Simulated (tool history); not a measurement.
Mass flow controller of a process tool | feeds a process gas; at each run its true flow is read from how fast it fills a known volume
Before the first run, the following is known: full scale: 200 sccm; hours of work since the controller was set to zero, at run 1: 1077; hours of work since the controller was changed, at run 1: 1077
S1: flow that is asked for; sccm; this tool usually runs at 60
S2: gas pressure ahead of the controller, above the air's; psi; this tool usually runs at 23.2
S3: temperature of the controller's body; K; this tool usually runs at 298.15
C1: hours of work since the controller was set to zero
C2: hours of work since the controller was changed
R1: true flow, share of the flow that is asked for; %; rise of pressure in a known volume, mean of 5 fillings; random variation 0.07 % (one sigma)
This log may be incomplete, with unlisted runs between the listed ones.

{"run": 1, "day": 0.0, "S1": 60, "S2": 23.2, "S3": 298.15, "C1": 1077, "C2": 1077, "R1": 100.03}
{"run": 2, "day": 6.721, "S1": 60, "S2": 23.2, "S3": 298.15, "C1": 1132, "C2": 1132, "R1": 100.07}
{"run": 3, "day": 15.138, "S1": 60, "S2": 23.2, "S3": 298.15, "C1": 1201, "C2": 1201, "R1": 100.02}
{"run": 4, "day": 24.662, "S1": 60, "S2": 23.2, "S3": 298.15, "C1": 1280, "C2": 1280, "R1": 100.17}
{"run": 5, "day": 34.933, "S1": 60, "S2": 23.2, "S3": 298.15, "C1": 1364, "C2": 1364, "R1": 100.23}
{"day": 35.525, "done": "controller's zero set anew"}
{"run": 6, "day": 40.317, "S1": 60, "S2": 23.2, "S3": 298.15, "C1": 39, "C2": 1408, "R1": 100.45}

Run 7, settings as shown, results not yet in. Your forecast:
{"run": 7, "day": 47.283, "S1": 60, "S2": 23.1, "S3": 298.15, "C1": 96, "C2": 1465, "R1": "?"}

{"run 7": {"R1": 100.46}}
Were there no unlogged condition in the tool, this run, its random variation unchanged, would have produced R1 98.49 %.

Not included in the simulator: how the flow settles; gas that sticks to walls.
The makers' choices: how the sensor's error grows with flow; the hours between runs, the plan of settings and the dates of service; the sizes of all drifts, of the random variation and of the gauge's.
